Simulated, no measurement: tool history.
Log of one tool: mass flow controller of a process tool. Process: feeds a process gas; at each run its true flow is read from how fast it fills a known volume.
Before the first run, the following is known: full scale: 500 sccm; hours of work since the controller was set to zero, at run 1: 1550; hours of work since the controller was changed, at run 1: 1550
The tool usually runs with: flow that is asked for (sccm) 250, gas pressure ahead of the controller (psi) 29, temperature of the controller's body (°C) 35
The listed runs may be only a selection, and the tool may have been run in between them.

run     hour  flow that is asked for (sccm)  gas pressure ahead of the controller (psi)  temperature of the controller's body (°C)  hours of work since the controller was set to zero  hours of work since the controller was changed  true flow (%)
  1        0                            250                                          29                                         35                                                1550                                            1550          99.53
  2      328                            250                                          29                                         35                                                1664                                            1664          99.64
  3    627.3                            250                                        26.5                                         35                                                1767                                            1767          99.41
  4    968.3                            250                                        26.5                                         35                                                1886                                            1886          99.43
  5     1373                            196                                          29                                         35                                                2026                                            2026          99.13
  6   1810.8                            196                                          29                                         35                                                2177                                            2177          98.95
  7   2244.9                            196                                          29                                         35                                                2328                                            2328          99.07
  8   2566.4                            196                                          29                                         35                                                2439                                            2439          98.94
  9   2765.7                            196                                          29                                         35                                                2508                                            2508          98.91
 10   3162.2                            196                                          29                                         35                                                2645                                            2645          98.91
 11   3455.9                            196                                          29                                         35                                                2747                                            2747          98.81
 12   3697.5                            196                                          29                                         35                                                2831                                            2831           98.9
 13   4123.8                            250                                          29                                         35                                                2978                                            2978          99.33
 14   4424.1                            250                                          29                                         35                                                3082                                            3082          99.23
 15   4618.9                            405                                          29                                         35                                                3150                                            3150         100.54
 16   4886.4                            405                                          29                                         35                                                3243                                            3243         100.72
 17   5134.1                             99                                          29                                         35                                                3328                                            3328          96.52
      5162.4  -- controller's zero set anew
 18   5563.1                             99                                          29                                         35                                                 139                                            3477           94.2
 19   5923.2                             99                                          29                                         35                                                 264                                            3601          94.03
 20   6111.6                            250                                          29                                         35                                                 329                                            3667          98.44
 21   6510.4                            250                                          29                                         35                                                 467                                            3805          98.45
 22   6750.3                            250                                        23.6                                         35                                                 550                                            3888           98.2
      6940.3  -- controller's zero set anew, once more
 23   7080.5                            250                                        23.6                                         35                                                  49                                            4002         100.79
 24   7263.8                            250                                        23.6                                         35                                                 112                                            4066         100.71
 25   7573.6                            128                                        40.3                                         38                                                 219                                            4173         100.81
 26   7828.6                             93                                        21.9                                         35                                                 308                                            4261          99.64
 27     8043                             93                                        21.9                                         35                                                 382                                            4335          99.52
 28   8379.7                             62                                          29                                         23                                                 498                                            4452          98.24
 29   8652.1                             62                                          29                                         23                                                 593                                            4546          98.07
 30   8878.4                            211                                        23.5                                         23                                                 671                                            4625          99.44
 31   9178.1                            250                                          28                                         35                                                 775                                            4729         100.95
 32     9500                            120                                        39.3                                         38                                                 887                                            4840         100.27
 33   9717.6                            115                                        34.5                                         22                                                 962                                            4915          98.87
 34  10064.2                            115                                        34.5                                         22                                                1082                                            5035          98.76
 35  10472.2                            436                                        27.3                                         22                                                1223                                            5177         100.76
 36  10727.5                            436                                        27.3                                         22                                                1312                                            5265         100.65
 37  10939.9                            436                                        27.3                                         22                                                1385                                            5339         100.79
 38  11121.8                            350                                        22.9                                         23                                                1448                                            5402          100.1
 39  11488.2                            350                                        22.9                                         23                                                1575                                            5529         100.31
 40  11716.7                            250                                        34.4                                         31                                                1654                                            5608         100.67
 41  12029.5                            444                                        23.1                                         37                                                1763                                            5716         101.86
 42    12377                             96                                          29                                         33                                                1883                                            5837           98.5
 43  12646.6                             96                                          29                                         33                                                1976                                            5930          98.51
 44  12873.1                            250                                        33.5                                         39                                                2055                                            6008         101.17
 45  13294.2                            181                                        31.9                                         35                                                2201                                            6154         100.04
 46  13591.3                            399                                        28.1                                         35                                                2303                                            6257         101.75

What does the tool deliver on the next run?
 47  13907.6                            399                                        28.1                                         35                                                2413                                            6367              ?

{"run 47": {"true flow (%)": 101.77}}
With no hidden state in the tool, this same run would have given true flow (%) 100.38.
